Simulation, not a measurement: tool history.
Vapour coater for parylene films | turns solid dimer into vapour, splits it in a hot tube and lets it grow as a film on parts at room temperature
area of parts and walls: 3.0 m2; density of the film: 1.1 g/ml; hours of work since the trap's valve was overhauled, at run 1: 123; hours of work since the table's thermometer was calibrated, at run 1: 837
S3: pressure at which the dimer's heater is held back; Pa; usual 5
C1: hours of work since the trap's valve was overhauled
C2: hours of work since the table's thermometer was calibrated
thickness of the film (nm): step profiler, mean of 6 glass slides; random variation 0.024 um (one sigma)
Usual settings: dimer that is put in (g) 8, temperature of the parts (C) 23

run 1 hour=0 | dimer_that_is_put_in_(g)=8 temperature_of_the_parts_(C)=23 S3=5 | C1=123 C2=837 | thickness_of_the_film_(nm)=1540
run 2 hour=35.3 | dimer_that_is_put_in_(g)=8 temperature_of_the_parts_(C)=23 S3=5 | C1=144 C2=857 | thickness_of_the_film_(nm)=1550
run 3 hour=90.3 | dimer_that_is_put_in_(g)=8 temperature_of_the_parts_(C)=15 S3=5 | C1=177 C2=890 | thickness_of_the_film_(nm)=2120
run 4 hour=138.6 | dimer_that_is_put_in_(g)=8 temperature_of_the_parts_(C)=15 S3=5 | C1=205 C2=918 | thickness_of_the_film_(nm)=2100
run 5 hour=171 | dimer_that_is_put_in_(g)=8 temperature_of_the_parts_(C)=23 S3=5 | C1=224 C2=938 | thickness_of_the_film_(nm)=1510
run 6 hour=204.3 | dimer_that_is_put_in_(g)=8 temperature_of_the_parts_(C)=23 S3=5 | C1=244 C2=957 | thickness_of_the_film_(nm)=1460
run 7 hour=262.2 | dimer_that_is_put_in_(g)=8 temperature_of_the_parts_(C)=23 S3=5 | C1=278 C2=991 | thickness_of_the_film_(nm)=1480
run 8 hour=292.1 | dimer_that_is_put_in_(g)=8 temperature_of_the_parts_(C)=23 S3=5 | C1=296 C2=1009 | thickness_of_the_film_(nm)=1380
run 9 hour=325.1 | dimer_that_is_put_in_(g)=8 temperature_of_the_parts_(C)=23 S3=3.35 | C1=315 C2=1029 | thickness_of_the_film_(nm)=1550
-- hour=355.9 trap's valve overhauled
run 10 hour=356.5 | dimer_that_is_put_in_(g)=6 temperature_of_the_parts_(C)=23 S3=3.92 | C1=0 C2=1045 | thickness_of_the_film_(nm)=1310
run 11 hour=382.6 | dimer_that_is_put_in_(g)=6 temperature_of_the_parts_(C)=23 S3=3.92 | C1=16 C2=1060 | thickness_of_the_film_(nm)=1320
run 12 hour=436.2 | dimer_that_is_put_in_(g)=9 temperature_of_the_parts_(C)=23 S3=3.92 | C1=47 C2=1092 | thickness_of_the_film_(nm)=1900
run 13 hour=486 | dimer_that_is_put_in_(g)=6 temperature_of_the_parts_(C)=18 S3=10.34 | C1=77 C2=1121 | thickness_of_the_film_(nm)=1260
run 14 hour=527.8 | dimer_that_is_put_in_(g)=8 temperature_of_the_parts_(C)=16 S3=2.89 | C1=101 C2=1146 | thickness_of_the_film_(nm)=2270
run 15 hour=585.2 | dimer_that_is_put_in_(g)=6 temperature_of_the_parts_(C)=28 S3=5 | C1=135 C2=1180 | thickness_of_the_film_(nm)=940
run 16 hour=635.2 | dimer_that_is_put_in_(g)=6 temperature_of_the_parts_(C)=28 S3=5 | C1=165 C2=1209 | thickness_of_the_film_(nm)=940
run 17 hour=662.2 | dimer_that_is_put_in_(g)=6 temperature_of_the_parts_(C)=28 S3=5 | C1=181 C2=1225 | thickness_of_the_film_(nm)=920
run 18 hour=726.9 | dimer_that_is_put_in_(g)=6 temperature_of_the_parts_(C)=28 S3=5 | C1=219 C2=1263 | thickness_of_the_film_(nm)=910

5 ways to go on from here, each from the tool as it stands after run 18. What would each give?
run A hour=787.3 | dimer_that_is_put_in_(g)=4 temperature_of_the_parts_(C)=28 S3=5.22 | C1=255 C2=1299 | thickness_of_the_film_(nm)=?
run B hour=787.3 | dimer_that_is_put_in_(g)=6 temperature_of_the_parts_(C)=28 S3=5 | C1=255 C2=1299 | thickness_of_the_film_(nm)=?
run C hour=787.3 | dimer_that_is_put_in_(g)=6 temperature_of_the_parts_(C)=25 S3=7.26 | C1=255 C2=1299 | thickness_of_the_film_(nm)=?
run D hour=787.3 | dimer_that_is_put_in_(g)=3 temperature_of_the_parts_(C)=24 S3=6.09 | C1=255 C2=1299 | thickness_of_the_film_(nm)=?
run E hour=787.3 | dimer_that_is_put_in_(g)=7 temperature_of_the_parts_(C)=33 S3=3.11 | C1=255 C2=1299 | thickness_of_the_film_(nm)=?

run=A thickness_of_the_film_(nm)=540
run=B thickness_of_the_film_(nm)=900
run=C thickness_of_the_film_(nm)=970
run=D thickness_of_the_film_(nm)=470
run=E thickness_of_the_film_(nm)=910
Without the tool's hidden state the same runs would have given:
run=A thickness_of_the_film_(nm)=620
run=B thickness_of_the_film_(nm)=1030
run=C thickness_of_the_film_(nm)=1100
run=D thickness_of_the_film_(nm)=540
run=E thickness_of_the_film_(nm)=1040

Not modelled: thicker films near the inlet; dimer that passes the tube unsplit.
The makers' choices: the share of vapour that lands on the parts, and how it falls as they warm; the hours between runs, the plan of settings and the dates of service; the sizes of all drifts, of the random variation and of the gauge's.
